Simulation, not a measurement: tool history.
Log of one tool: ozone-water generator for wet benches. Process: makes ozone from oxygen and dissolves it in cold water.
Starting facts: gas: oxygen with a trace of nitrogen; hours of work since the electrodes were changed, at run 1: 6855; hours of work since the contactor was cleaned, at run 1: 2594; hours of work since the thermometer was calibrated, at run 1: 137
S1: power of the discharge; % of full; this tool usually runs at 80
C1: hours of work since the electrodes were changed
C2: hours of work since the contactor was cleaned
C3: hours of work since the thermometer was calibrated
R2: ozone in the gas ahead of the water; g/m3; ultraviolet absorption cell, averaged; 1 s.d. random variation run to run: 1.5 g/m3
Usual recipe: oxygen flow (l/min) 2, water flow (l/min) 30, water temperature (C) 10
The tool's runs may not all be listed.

Run 1, hour 0: usual settings; C1 6855; C2 2594; C3 137. Result: dissolved ozone (ppm) 8.8, R2 210.3 g/m3.
Run 2, hour 168.3: usual settings; C1 7015; C2 2754; C3 297. Result: dissolved ozone (ppm) 8.9, R2 209.8 g/m3.
Run 3, hour 313.4: usual settings; C1 7152; C2 2891; C3 434. Result: dissolved ozone (ppm) 8.7, R2 208.5 g/m3.
Run 4, hour 421: usual settings; C1 7254; C2 2993; C3 536. Result: dissolved ozone (ppm) 8.6, R2 208 g/m3.
Run 5, hour 558.2: usual settings; C1 7384; C2 3123; C3 666. Result: dissolved ozone (ppm) 8.4, R2 209.3 g/m3.
Run 6, hour 760.6: usual settings; C1 7576; C2 3315; C3 858. Result: dissolved ozone (ppm) 8.5, R2 205.9 g/m3.
Run 7, hour 854.1: usual settings but oxygen flow (l/min) 3.32; C1 7665; C2 3404; C3 947. Result: dissolved ozone (ppm) 10, R2 157.3 g/m3.
Run 8, hour 1023.6: usual settings but oxygen flow (l/min) 3.32; C1 7826; C2 3565; C3 1108. Result: dissolved ozone (ppm) 10, R2 158.3 g/m3.
Run 9, hour 1174.4: usual settings but water flow (l/min) 23; C1 7969; C2 3708; C3 1251. Result: dissolved ozone (ppm) 11.5, R2 200.6 g/m3.
Run 10, hour 1309.3: usual settings but water flow (l/min) 23; C1 8096; C2 3835; C3 1378. Result: dissolved ozone (ppm) 11.5, R2 200.2 g/m3.
Run 11, hour 1417: usual settings but water flow (l/min) 23, water temperature (C) 11; C1 8199; C2 3938; C3 1481. Result: dissolved ozone (ppm) 11.3, R2 198.7 g/m3.
Run 12, hour 1609.5: usual settings but water flow (l/min) 23, water temperature (C) 11; C1 8381; C2 4120; C3 1663. Result: dissolved ozone (ppm) 11.1, R2 197.8 g/m3.
Run 13, hour 1766.7: usual settings but water flow (l/min) 23, water temperature (C) 11; C1 8530; C2 4269; C3 1812. Result: dissolved ozone (ppm) 11, R2 199.6 g/m3.
Run 14, hour 1960.9: usual settings but S1 42 % of full; C1 8714; C2 4453; C3 1996. Result: dissolved ozone (ppm) 6, R2 143.8 g/m3.
Run 15, hour 2114.1: usual settings but S1 49 % of full, oxygen flow (l/min) 1.13, water flow (l/min) 27; C1 8859; C2 4598; C3 2141. Result: dissolved ozone (ppm) 5.8, R2 206.3 g/m3.
Run 16, hour 2238.2: usual settings but S1 49 % of full, oxygen flow (l/min) 1.13, water flow (l/min) 27; C1 8977; C2 4716; C3 2259. Result: dissolved ozone (ppm) 5.8, R2 206.2 g/m3.
Run 17, hour 2417.3: usual settings but S1 49 % of full, oxygen flow (l/min) 1.13, water flow (l/min) 27; C1 9147; C2 4886; C3 2429. Result: dissolved ozone (ppm) 5.7, R2 205.7 g/m3.
At hour 2428.6: water thermometer calibrated.
Run 18, hour 2606.8: usual settings but S1 96 % of full; C1 9326; C2 5065; C3 169. Result: dissolved ozone (ppm) 8.5, R2 204.7 g/m3.
Run 19, hour 2729.4: usual settings but S1 44 % of full, oxygen flow (l/min) 1.19, water flow (l/min) 27, water temperature (C) 8; C1 9442; C2 5181; C3 285. Result: dissolved ozone (ppm) 5.4, R2 185.6 g/m3.

The next listed run, before its measurement:
Run 20, hour 2897.5: usual settings but oxygen flow (l/min) 2.93, water temperature (C) 7; C1 9602; C2 5341; C3 445. Result: dissolved ozone (ppm) ?, R2 ?.

dissolved ozone (ppm): 8.7
R2: 152 g/m3
Were there no unlogged condition in the tool, this run, its random variation unchanged, would have produced dissolved ozone (ppm) 13.9, R2 228.7 g/m3.

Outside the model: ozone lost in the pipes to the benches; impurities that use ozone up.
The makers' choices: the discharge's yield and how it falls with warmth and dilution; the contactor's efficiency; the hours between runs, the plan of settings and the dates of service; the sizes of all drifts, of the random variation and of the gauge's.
